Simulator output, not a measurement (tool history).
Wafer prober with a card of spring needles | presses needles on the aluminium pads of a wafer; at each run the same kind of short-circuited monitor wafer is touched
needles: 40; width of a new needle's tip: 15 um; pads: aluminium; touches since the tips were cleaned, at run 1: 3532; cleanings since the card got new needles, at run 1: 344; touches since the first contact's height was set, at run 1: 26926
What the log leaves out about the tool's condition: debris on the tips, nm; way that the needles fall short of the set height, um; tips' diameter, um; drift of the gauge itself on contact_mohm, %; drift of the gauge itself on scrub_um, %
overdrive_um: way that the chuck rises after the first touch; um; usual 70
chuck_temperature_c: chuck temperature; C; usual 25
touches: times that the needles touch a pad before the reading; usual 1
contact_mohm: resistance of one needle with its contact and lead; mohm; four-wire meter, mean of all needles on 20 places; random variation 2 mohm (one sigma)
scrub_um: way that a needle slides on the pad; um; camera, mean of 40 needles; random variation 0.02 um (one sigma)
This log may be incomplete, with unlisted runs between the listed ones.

run	hour	overdrive_um	chuck_temperature_c	touches	touches since the tips were cleaned	cleanings since the card got new needles	touches since the first contact's height was set	contact_mohm	scrub_um
1	0	70	25	1	3532	344	26926	218	13.69
# hour 1.8: tips cleaned on abrasive film
# hour 10.1: tips cleaned on abrasive film
# hour 16.9: tips cleaned on abrasive film
# hour 25.2: tips cleaned on abrasive film
# hour 32: tips cleaned on abrasive film
# hour 40.3: tips cleaned on abrasive film
2	46.5	77	25	1	4357	350	59361	210	15.01
# hour 48.3: tips cleaned on abrasive film
# hour 56.6: tips cleaned on abrasive film
# hour 63.4: tips cleaned on abrasive film
# hour 71.7: tips cleaned on abrasive film
# hour 80.1: tips cleaned on abrasive film
# hour 87: height of the first contact set anew
# hour 88.8: tips cleaned on abrasive film
# hour 97.2: tips cleaned on abrasive film
# hour 103.9: tips cleaned on abrasive film
# hour 112.3: tips cleaned on abrasive film
# hour 120.6: tips cleaned on abrasive film
3	124	77	25	1	2341	360	25735	211	15.02
# hour 128.5: tips cleaned on abrasive film
# hour 136.9: tips cleaned on abrasive film
# hour 145.2: tips cleaned on abrasive film
# hour 153.6: tips cleaned on abrasive film
# hour 160.3: tips cleaned on abrasive film
# hour 168.7: tips cleaned on abrasive film
# hour 175.4: tips cleaned on abrasive film
# hour 183.8: tips cleaned on abrasive film
4	187.9	77	25	1	2870	368	70331	213	15
# hour 191.3: tips cleaned on abrasive film
# hour 199.7: tips cleaned on abrasive film
# hour 211.7: card fitted with new needles
# hour 218.4: tips cleaned on abrasive film
# hour 226.8: tips cleaned on abrasive film
# hour 233.5: tips cleaned on abrasive film
# hour 241.9: tips cleaned on abrasive film
5	245.8	90	25	1	2806	4	23860	209	17.56
# hour 249.2: tips cleaned on abrasive film
# hour 256: tips cleaned on abrasive film
# hour 262.7: tips cleaned on abrasive film
# hour 271.1: tips cleaned on abrasive film
# hour 277.8: tips cleaned on abrasive film
# hour 284.5: tips cleaned on abrasive film
# hour 292.9: tips cleaned on abrasive film
# hour 299.6: tips cleaned on abrasive film
# hour 306.3: tips cleaned on abrasive film
# hour 314.7: tips cleaned on abrasive film
# hour 321.4: tips cleaned on abrasive film
# hour 328.2: tips cleaned on abrasive film
# hour 336.5: tips cleaned on abrasive film
# hour 338.5: height of the first contact set anew
6	342.2	90	25	1	3776	17	2606	208	17.55
# hour 343.9: tips cleaned on abrasive film
# hour 352.3: tips cleaned on abrasive film
# hour 359: tips cleaned on abrasive film
# hour 365.8: tips cleaned on abrasive film
# hour 374.1: tips cleaned on abrasive film
# hour 380.9: tips cleaned on abrasive film
# hour 389.2: tips cleaned on abrasive film
# hour 397.6: tips cleaned on abrasive film
# hour 406: tips cleaned on abrasive film
7	409	90	25	1	2156	26	49213	210	17.55
# hour 414.1: tips cleaned on abrasive film
# hour 422.5: tips cleaned on abrasive film
# hour 430.9: tips cleaned on abrasive film
# hour 439.2: tips cleaned on abrasive film
# hour 446: tips cleaned on abrasive film
# hour 452.7: tips cleaned on abrasive film
8	457.6	70	25	1	3452	32	83076	216	13.62
# hour 461: tips cleaned on abrasive film
# hour 464.6: height of the first contact set anew
# hour 468: tips cleaned on abrasive film
# hour 474.7: tips cleaned on abrasive film
# hour 481.4: tips cleaned on abrasive film
# hour 488.2: tips cleaned on abrasive film
# hour 496.5: tips cleaned on abrasive film
# hour 504.9: tips cleaned on abrasive film
# hour 513.3: tips cleaned on abrasive film
# hour 521.7: tips cleaned on abrasive film
9	527.4	70	25	1	4043	41	43812	210	13.66
# hour 529.2: tips cleaned on abrasive film
# hour 535.9: tips cleaned on abrasive film
# hour 542.6: tips cleaned on abrasive film
# hour 551: tips cleaned on abrasive film
# hour 559.4: tips cleaned on abrasive film
# hour 566.1: tips cleaned on abrasive film
# hour 574.5: tips cleaned on abrasive film
# hour 582.8: tips cleaned on abrasive film
# hour 589.8: height of the first contact set anew
# hour 591.5: tips cleaned on abrasive film
# hour 598.2: tips cleaned on abrasive film
# hour 606.6: tips cleaned on abrasive film
# hour 615: tips cleaned on abrasive film
10	618.3	67	25	2	2347	53	19892	215	13.08
# hour 621.7: tips cleaned on abrasive film
# hour 630.1: tips cleaned on abrasive film
# hour 638.5: tips cleaned on abrasive film
# hour 646.9: tips cleaned on abrasive film
# hour 655.2: tips cleaned on abrasive film
# hour 663.6: tips cleaned on abrasive film
11	669.1	85	25	2	3874	59	55347	209	16.61
# hour 670.8: tips cleaned on abrasive film
# hour 677.6: tips cleaned on abrasive film
# hour 684.3: tips cleaned on abrasive film
# hour 691: tips cleaned on abrasive film
# hour 699.4: tips cleaned on abrasive film
# hour 706.1: tips cleaned on abrasive film
# hour 714.5: tips cleaned on abrasive film
# hour 716.4: height of the first contact set anew
12	720.5	78	25	2	4041	66	2872	210	15.17
# hour 722.3: tips cleaned on abrasive film
# hour 729: tips cleaned on abrasive film
# hour 735.7: tips cleaned on abrasive film
# hour 744.1: tips cleaned on abrasive film
# hour 752.5: tips cleaned on abrasive film
# hour 760.3: tips cleaned on abrasive film
13	760.3	77	118	1	0	72	30563	233	15.04
# hour 768.7: tips cleaned on abrasive film
# hour 777.1: tips cleaned on abrasive film
# hour 783.8: tips cleaned on abrasive film
# hour 790.5: tips cleaned on abrasive film
# hour 797.2: tips cleaned on abrasive film
# hour 805.6: tips cleaned on abrasive film
14	807.2	75	118	2	1154	78	63298	231	14.58
# hour 814: tips cleaned on abrasive film
# hour 822.3: tips cleaned on abrasive film
# hour 830.7: tips cleaned on abrasive film
# hour 837.4: tips cleaned on abrasive film
# hour 842.7: height of the first contact set anew
# hour 844.4: tips cleaned on abrasive film
# hour 852.8: tips cleaned on abrasive film
# hour 859.5: tips cleaned on abrasive film
# hour 867.9: tips cleaned on abrasive film
# hour 876.3: tips cleaned on abrasive film
# hour 883: tips cleaned on abrasive film
# hour 889.7: tips cleaned on abrasive film
15	896.3	75	118	2	4630	89	37381	234	14.62
# hour 898.1: tips cleaned on abrasive film
# hour 904.8: tips cleaned on abrasive film
# hour 911.5: tips cleaned on abrasive film
# hour 919.9: tips cleaned on abrasive film
# hour 928.3: tips cleaned on abrasive film
# hour 936.6: tips cleaned on abrasive film
16	939.5	75	118	2	2051	95	67503	231	14.62
# hour 944.6: tips cleaned on abrasive film
# hour 951.3: tips cleaned on abrasive film
# hour 958: tips cleaned on abrasive film
# hour 966.4: tips cleaned on abrasive film
# hour 968.4: height of the first contact set anew
# hour 975.1: tips cleaned on abrasive film
# hour 983.5: tips cleaned on abrasive film
# hour 991.9: tips cleaned on abrasive film
17	995.2	75	118	2	2364	102	18740	236	14.61
# hour 998.6: tips cleaned on abrasive film
# hour 1007: tips cleaned on abrasive film
# hour 1015.4: tips cleaned on abrasive film
# hour 1023.8: tips cleaned on abrasive film
# hour 1032.1: tips cleaned on abrasive film
# hour 1040.5: tips cleaned on abrasive film
# hour 1048.9: tips cleaned on abrasive film
# hour 1057.3: tips cleaned on abrasive film
# hour 1065.7: tips cleaned on abrasive film
# hour 1072.4: tips cleaned on abrasive film
# hour 1079.1: tips cleaned on abrasive film
# hour 1085.8: tips cleaned on abrasive film
18	1088.6	75	118	2	1934	114	83854	238	14.61

4 ways to go on from here, each from the tool as it stands after run 18. What would each give?
# hour 1093.6: tips cleaned on abrasive film
# hour 1093.9: height of the first contact set anew
# hour 1102.3: tips cleaned on abrasive film
# hour 1110.7: tips cleaned on abrasive film
# hour 1119.1: tips cleaned on abrasive film
# hour 1125.8: tips cleaned on abrasive film
# hour 1132.5: tips cleaned on abrasive film
# hour 1140.9: tips cleaned on abrasive film
# hour 1147.6: tips cleaned on abrasive film
# hour 1154.3: tips cleaned on abrasive film
# hour 1161: tips cleaned on abrasive film
# hour 1169.4: tips cleaned on abrasive film
A	1175.1	75	118	2	4016	125	56651	?	?
# hour 1093.6: tips cleaned on abrasive film
# hour 1093.9: height of the first contact set anew
# hour 1102.3: tips cleaned on abrasive film
# hour 1110.7: tips cleaned on abrasive film
# hour 1119.1: tips cleaned on abrasive film
# hour 1125.8: tips cleaned on abrasive film
# hour 1132.5: tips cleaned on abrasive film
# hour 1140.9: tips cleaned on abrasive film
# hour 1147.6: tips cleaned on abrasive film
# hour 1154.3: tips cleaned on abrasive film
# hour 1161: tips cleaned on abrasive film
# hour 1169.4: tips cleaned on abrasive film
B	1175.1	61	91	2	4016	125	56651	?	?
# hour 1093.6: tips cleaned on abrasive film
# hour 1093.9: height of the first contact set anew
# hour 1102.3: tips cleaned on abrasive film
# hour 1110.7: tips cleaned on abrasive film
# hour 1119.1: tips cleaned on abrasive film
# hour 1125.8: tips cleaned on abrasive film
# hour 1132.5: tips cleaned on abrasive film
# hour 1140.9: tips cleaned on abrasive film
# hour 1147.6: tips cleaned on abrasive film
# hour 1154.3: tips cleaned on abrasive film
# hour 1161: tips cleaned on abrasive film
# hour 1169.4: tips cleaned on abrasive film
C	1175.1	70	86	2	4016	125	56651	?	?
# hour 1093.6: tips cleaned on abrasive film
# hour 1093.9: height of the first contact set anew
# hour 1102.3: tips cleaned on abrasive film
# hour 1110.7: tips cleaned on abrasive film
# hour 1119.1: tips cleaned on abrasive film
# hour 1125.8: tips cleaned on abrasive film
# hour 1132.5: tips cleaned on abrasive film
# hour 1140.9: tips cleaned on abrasive film
# hour 1147.6: tips cleaned on abrasive film
# hour 1154.3: tips cleaned on abrasive film
# hour 1161: tips cleaned on abrasive film
# hour 1169.4: tips cleaned on abrasive film
D	1175.1	70	36	1	4016	125	56651	?	?

run	contact_mohm	scrub_um
A	235	14.6
B	233	11.88
C	227	13.67
D	216	13.62
Without the tool's unlogged condition, the same runs would have read:
run	contact_mohm	scrub_um
A	234	14.6
B	233	11.88
C	227	13.68
D	216	13.62
